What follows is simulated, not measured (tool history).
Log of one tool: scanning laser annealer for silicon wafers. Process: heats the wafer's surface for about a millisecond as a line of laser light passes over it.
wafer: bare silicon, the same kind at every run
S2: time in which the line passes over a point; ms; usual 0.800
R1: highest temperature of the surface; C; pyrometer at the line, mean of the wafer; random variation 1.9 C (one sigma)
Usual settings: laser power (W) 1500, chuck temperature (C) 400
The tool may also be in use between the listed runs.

run 1 hour=0.0 | laser_power_(W)=1500 S2=0.800 chuck_temperature_(C)=400 | R1=1091
run 2 hour=72.0 | laser_power_(W)=1500 S2=0.800 chuck_temperature_(C)=400 | R1=1083
run 3 hour=114.9 | laser_power_(W)=1500 S2=0.800 chuck_temperature_(C)=400 | R1=1081
run 4 hour=153.7 | laser_power_(W)=1500 S2=0.800 chuck_temperature_(C)=400 | R1=1076
-- hour=179.2 window over the wafer cleaned
run 5 hour=197.2 | laser_power_(W)=1500 S2=0.800 chuck_temperature_(C)=400 | R1=1115
run 6 hour=257.1 | laser_power_(W)=1500 S2=0.800 chuck_temperature_(C)=400 | R1=1112
run 7 hour=291.0 | laser_power_(W)=1571 S2=0.800 chuck_temperature_(C)=374 | R1=1126
run 8 hour=332.5 | laser_power_(W)=1571 S2=0.800 chuck_temperature_(C)=374 | R1=1120
run 9 hour=408.3 | laser_power_(W)=1571 S2=0.800 chuck_temperature_(C)=374 | R1=1115
run 10 hour=442.8 | laser_power_(W)=1571 S2=0.936 chuck_temperature_(C)=374 | R1=1170
run 11 hour=477.6 | laser_power_(W)=1500 S2=0.860 chuck_temperature_(C)=391 | R1=1111

Forecast each of these 4 alternatives for the next run:
run A hour=525.3 | laser_power_(W)=1405 S2=0.618 chuck_temperature_(C)=423 | R1=?
run B hour=525.3 | laser_power_(W)=1409 S2=0.565 chuck_temperature_(C)=401 | R1=?
run C hour=525.3 | laser_power_(W)=1418 S2=0.648 chuck_temperature_(C)=420 | R1=?
run D hour=525.3 | laser_power_(W)=1500 S2=0.860 chuck_temperature_(C)=414 | R1=?

run=A R1=981
run=B R1=938
run=C R1=998
run=D R1=1125
Without the tool's hidden state the same runs would have given:
run=A R1=1017
run=B R1=972
run=C R1=1035
run=D R1=1170

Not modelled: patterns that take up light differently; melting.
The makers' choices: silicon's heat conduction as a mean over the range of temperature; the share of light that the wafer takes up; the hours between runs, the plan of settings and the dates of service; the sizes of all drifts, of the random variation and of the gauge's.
